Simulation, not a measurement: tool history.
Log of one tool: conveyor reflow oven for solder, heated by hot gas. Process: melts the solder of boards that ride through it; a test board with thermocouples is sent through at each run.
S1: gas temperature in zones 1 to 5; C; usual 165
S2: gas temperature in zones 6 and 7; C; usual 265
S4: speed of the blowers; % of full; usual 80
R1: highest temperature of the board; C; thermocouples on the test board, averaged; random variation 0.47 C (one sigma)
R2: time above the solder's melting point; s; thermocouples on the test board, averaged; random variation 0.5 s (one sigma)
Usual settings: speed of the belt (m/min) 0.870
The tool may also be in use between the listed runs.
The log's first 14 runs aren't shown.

{"run": 15, "hour": 107.8, "S1": 165, "S2": 265, "speed of the belt (m/min)": 0.87, "S4": 80, "R1": 244.5, "R2": 33.6}
{"run": 16, "hour": 114.0, "S1": 165, "S2": 265, "speed of the belt (m/min)": 0.87, "S4": 80, "R1": 243.1, "R2": 33.0}
{"run": 17, "hour": 122.6, "S1": 161, "S2": 265, "speed of the belt (m/min)": 0.769, "S4": 80, "R1": 247.3, "R2": 40.2}
{"hour": 129.0, "done": "belt drive overhauled, speed set with a stopwatch, once more"}
{"run": 18, "hour": 131.4, "S1": 162, "S2": 260, "speed of the belt (m/min)": 0.882, "S4": 56, "R1": 229.3, "R2": 19.0}
{"run": 19, "hour": 136.8, "S1": 162, "S2": 260, "speed of the belt (m/min)": 0.882, "S4": 56, "R1": 230.6, "R2": 18.3}
{"run": 20, "hour": 145.9, "S1": 162, "S2": 260, "speed of the belt (m/min)": 0.882, "S4": 56, "R1": 229.9, "R2": 17.9}
{"run": 21, "hour": 154.7, "S1": 162, "S2": 277, "speed of the belt (m/min)": 0.788, "S4": 56, "R1": 248.2, "R2": 37.9}
{"run": 22, "hour": 160.4, "S1": 165, "S2": 271, "speed of the belt (m/min)": 0.916, "S4": 52, "R1": 233.7, "R2": 22.2}
{"run": 23, "hour": 166.9, "S1": 164, "S2": 270, "speed of the belt (m/min)": 0.87, "S4": 70, "R1": 243.2, "R2": 32.0}
{"run": 24, "hour": 175.2, "S1": 164, "S2": 258, "speed of the belt (m/min)": 0.759, "S4": 70, "R1": 239.8, "R2": 34.5}
{"run": 25, "hour": 182.0, "S1": 179, "S2": 258, "speed of the belt (m/min)": 0.762, "S4": 75, "R1": 242.0, "R2": 42.1}
{"run": 26, "hour": 187.6, "S1": 165, "S2": 276, "speed of the belt (m/min)": 1.006, "S4": 50, "R1": 232.6, "R2": 17.1}
{"run": 27, "hour": 196.2, "S1": 156, "S2": 278, "speed of the belt (m/min)": 0.925, "S4": 58, "R1": 239.9, "R2": 25.6}
{"run": 28, "hour": 202.2, "S1": 156, "S2": 278, "speed of the belt (m/min)": 0.925, "S4": 58, "R1": 239.6, "R2": 25.1}
{"run": 29, "hour": 210.5, "S1": 173, "S2": 278, "speed of the belt (m/min)": 0.856, "S4": 55, "R1": 248.0, "R2": 36.8}
{"run": 30, "hour": 220.3, "S1": 160, "S2": 276, "speed of the belt (m/min)": 0.87, "S4": 80, "R1": 250.2, "R2": 36.4}

4 ways to go on from here, each from the tool as it stands after run 30. What would each give?
{"run": "A", "hour": 226.9, "S1": 160, "S2": 276, "speed of the belt (m/min)": 1.005, "S4": 52, "R1": "?", "R2": "?"}
{"run": "B", "hour": 226.9, "S1": 162, "S2": 276, "speed of the belt (m/min)": 0.87, "S4": 89, "R1": "?", "R2": "?"}
{"run": "C", "hour": 226.9, "S1": 166, "S2": 264, "speed of the belt (m/min)": 0.892, "S4": 80, "R1": "?", "R2": "?"}
{"run": "D", "hour": 226.9, "S1": 175, "S2": 265, "speed of the belt (m/min)": 0.952, "S4": 79, "R1": "?", "R2": "?"}

run=A R1=231.3 R2=16.5
run=B R1=253.6 R2=37.9
run=C R1=241.7 R2=30.1
run=D R1=241.4 R2=29.9
Without the tool's hidden state the same runs would have given:
run=A R1=235.0 R2=19.9
run=B R1=257.6 R2=40.3
run=C R1=245.3 R2=33.3
run=D R1=244.9 R2=32.9
